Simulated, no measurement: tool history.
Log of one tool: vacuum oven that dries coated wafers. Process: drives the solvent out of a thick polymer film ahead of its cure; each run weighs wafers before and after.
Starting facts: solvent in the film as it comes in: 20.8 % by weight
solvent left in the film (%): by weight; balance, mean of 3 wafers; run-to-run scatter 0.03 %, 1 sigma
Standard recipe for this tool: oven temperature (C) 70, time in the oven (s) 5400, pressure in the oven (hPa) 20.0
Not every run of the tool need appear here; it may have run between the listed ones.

run	day	oven temperature (C)	time in the oven (s)	pressure in the oven (hPa)	solvent left in the film (%)
1	0.000	70	5400	20.0	2.27
2	0.450	70	5400	20.0	2.37
3	0.854	70	5400	21.2	2.38
4	1.233	70	5400	21.2	2.41
5	1.704	73	5400	20.0	1.68
6	2.062	73	5400	20.0	1.72
7	2.500	73	5400	20.0	1.71
8	2.762	73	5400	20.0	1.72
9	3.212	73	5400	20.0	1.74
10	3.579	73	5400	20.0	1.72
11	4.079	61	5400	20.0	5.54
12	4.412	61	5400	20.0	5.60
13	4.717	59	5400	20.0	6.50
14	4.971	59	5400	20.0	6.52
15	5.446	70	7140	20.0	1.80
16	5.692	70	6120	20.0	1.97
17	6.042	70	6120	20.0	2.04
18	6.467	70	6120	20.0	2.02
19	6.912	70	6120	26.4	2.37
20	7.300	70	6120	26.4	2.34
21	7.579	70	6120	26.4	2.35
22	7.946	70	6120	26.4	2.45
23	8.442	70	8400	20.0	1.43
24	8.712	70	6540	20.0	1.89
25	9.096	70	5160	20.0	2.45
26	9.412	75	4200	51.7	3.44
27	9.842	75	4200	51.7	3.41
28	10.125	57	2880	17.0	10.70
29	10.417	57	2880	17.0	10.79
30	10.642	57	2880	17.0	10.81
31	10.858	57	2880	17.0	10.74
32	11.342	57	2880	17.0	10.62
33	11.696	82	3300	21.7	1.30
34	12.179	64	6180	10.7	3.12
35	12.425	64	6180	10.7	3.08
36	12.833	60	3000	40.6	10.47
37	13.104	80	4500	40.6	1.87
38	13.408	84	6240	71.3	2.55
39	13.771	63	2820	12.1	7.92
40	14.046	63	2820	12.1	7.90
41	14.550	59	2820	12.1	9.70
42	14.996	59	5520	70.3	10.33
43	15.246	59	5520	70.3	10.22
44	15.617	59	4800	14.4	6.80
45	16.079	61	8820	25.1	3.81
46	16.400	61	8820	25.1	3.87
47	16.867	64	6060	27.1	4.37

For run 48, what comes out?
48	17.158	64	6060	27.1	?

{"run 48": {"solvent left in the film (%)": 4.32}}
With the hidden condition absent and the run-to-run variation left alone, this run would have shown solvent left in the film (%) 4.32.
